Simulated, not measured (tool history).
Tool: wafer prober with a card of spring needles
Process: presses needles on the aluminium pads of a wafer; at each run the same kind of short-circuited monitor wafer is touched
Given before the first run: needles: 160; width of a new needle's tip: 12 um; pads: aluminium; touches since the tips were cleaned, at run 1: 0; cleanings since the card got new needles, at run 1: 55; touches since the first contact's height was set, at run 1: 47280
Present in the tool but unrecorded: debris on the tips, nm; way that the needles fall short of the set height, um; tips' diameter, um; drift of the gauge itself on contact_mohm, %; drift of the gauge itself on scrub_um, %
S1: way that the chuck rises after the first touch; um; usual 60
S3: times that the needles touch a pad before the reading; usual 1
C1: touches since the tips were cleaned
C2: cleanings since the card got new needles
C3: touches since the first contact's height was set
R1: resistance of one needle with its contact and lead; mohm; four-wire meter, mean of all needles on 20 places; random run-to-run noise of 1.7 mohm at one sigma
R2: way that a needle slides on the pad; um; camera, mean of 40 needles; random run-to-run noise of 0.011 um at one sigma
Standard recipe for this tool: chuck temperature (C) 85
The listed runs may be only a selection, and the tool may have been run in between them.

run 1 hour=0.0 | S1=60 chuck_temperature_(C)=85 S3=1 | C1=0 C2=55 C3=47280 | R1=172 R2=7.25
-- hour=9.7 tips cleaned on abrasive film
run 2 hour=11.1 | S1=60 chuck_temperature_(C)=85 S3=1 | C1=1041 C2=56 C3=55240 | R1=182 R2=7.21
-- hour=19.1 tips cleaned on abrasive film
-- hour=27.9 tips cleaned on abrasive film
run 3 hour=27.9 | S1=60 chuck_temperature_(C)=85 S3=1 | C1=0 C2=58 C3=67255 | R1=171 R2=7.21
-- hour=36.5 height of the first contact set anew
-- hour=37.6 tips cleaned on abrasive film
run 4 hour=43.5 | S1=60 chuck_temperature_(C)=85 S3=1 | C1=4314 C2=59 C3=4976 | R1=196 R2=7.34
-- hour=46.7 tips cleaned on abrasive film
run 5 hour=54.6 | S1=60 chuck_temperature_(C)=85 S3=1 | C1=5679 C2=60 C3=12906 | R1=197 R2=7.31
-- hour=55.5 tips cleaned on abrasive film
-- hour=65.5 tips cleaned on abrasive film
run 6 hour=68.2 | S1=60 chuck_temperature_(C)=85 S3=1 | C1=2012 C2=62 C3=22661 | R1=193 R2=7.28
-- hour=75.6 tips cleaned on abrasive film
run 7 hour=82.9 | S1=60 chuck_temperature_(C)=85 S3=1 | C1=5272 C2=63 C3=33174 | R1=199 R2=7.27
-- hour=84.4 tips cleaned on abrasive film
run 8 hour=92.0 | S1=60 chuck_temperature_(C)=85 S3=1 | C1=5535 C2=64 C3=39743 | R1=194 R2=7.25
-- hour=93.5 tips cleaned on abrasive film
-- hour=103.0 tips cleaned on abrasive film
run 9 hour=110.4 | S1=60 chuck_temperature_(C)=114 S3=1 | C1=5410 C2=66 C3=52900 | R1=199 R2=7.24
-- hour=112.7 tips cleaned on abrasive film
-- hour=121.6 tips cleaned on abrasive film
run 10 hour=123.0 | S1=60 chuck_temperature_(C)=90 S3=1 | C1=1057 C2=68 C3=61872 | R1=183 R2=7.23
-- hour=131.0 tips cleaned on abrasive film
run 11 hour=138.4 | S1=60 chuck_temperature_(C)=85 S3=1 | C1=5359 C2=69 C3=72966 | R1=197 R2=7.18
-- hour=140.0 tips cleaned on abrasive film
-- hour=140.3 height of the first contact set anew
-- hour=149.4 tips cleaned on abrasive film
run 12 hour=151.2 | S1=60 chuck_temperature_(C)=85 S3=1 | C1=1252 C2=71 C3=7802 | R1=185 R2=7.34
-- hour=158.4 tips cleaned on abrasive film
run 13 hour=161.2 | S1=60 chuck_temperature_(C)=52 S3=1 | C1=2063 C2=72 C3=14996 | R1=186 R2=7.32
-- hour=168.0 tips cleaned on abrasive film
run 14 hour=169.3 | S1=60 chuck_temperature_(C)=52 S3=1 | C1=894 C2=73 C3=20754 | R1=176 R2=7.29
-- hour=177.3 tips cleaned on abrasive film
run 15 hour=177.3 | S1=60 chuck_temperature_(C)=52 S3=1 | C1=0 C2=74 C3=26523 | R1=163 R2=7.29
-- hour=186.0 tips cleaned on abrasive film
-- hour=195.5 tips cleaned on abrasive film
run 16 hour=197.0 | S1=60 chuck_temperature_(C)=52 S3=1 | C1=1152 C2=76 C3=40646 | R1=182 R2=7.27
-- hour=204.5 tips cleaned on abrasive film
run 17 hour=209.7 | S1=56 chuck_temperature_(C)=25 S3=2 | C1=3764 C2=77 C3=49738 | R1=179 R2=6.76
-- hour=214.2 tips cleaned on abrasive film
-- hour=223.2 tips cleaned on abrasive film
run 18 hour=228.8 | S1=56 chuck_temperature_(C)=25 S3=2 | C1=4011 C2=79 C3=63395 | R1=177 R2=6.74

Forecast run 19:
-- hour=233.1 tips cleaned on abrasive film
run 19 hour=238.5 | S1=70 chuck_temperature_(C)=31 S3=2 | C1=3974 C2=80 C3=70395 | R1=? R2=?

Run 19 produced R1 172 mohm, R2 8.44 um.
The same run, on a tool lacking any hidden state, would have yielded R1 158 mohm, R2 8.57 um.
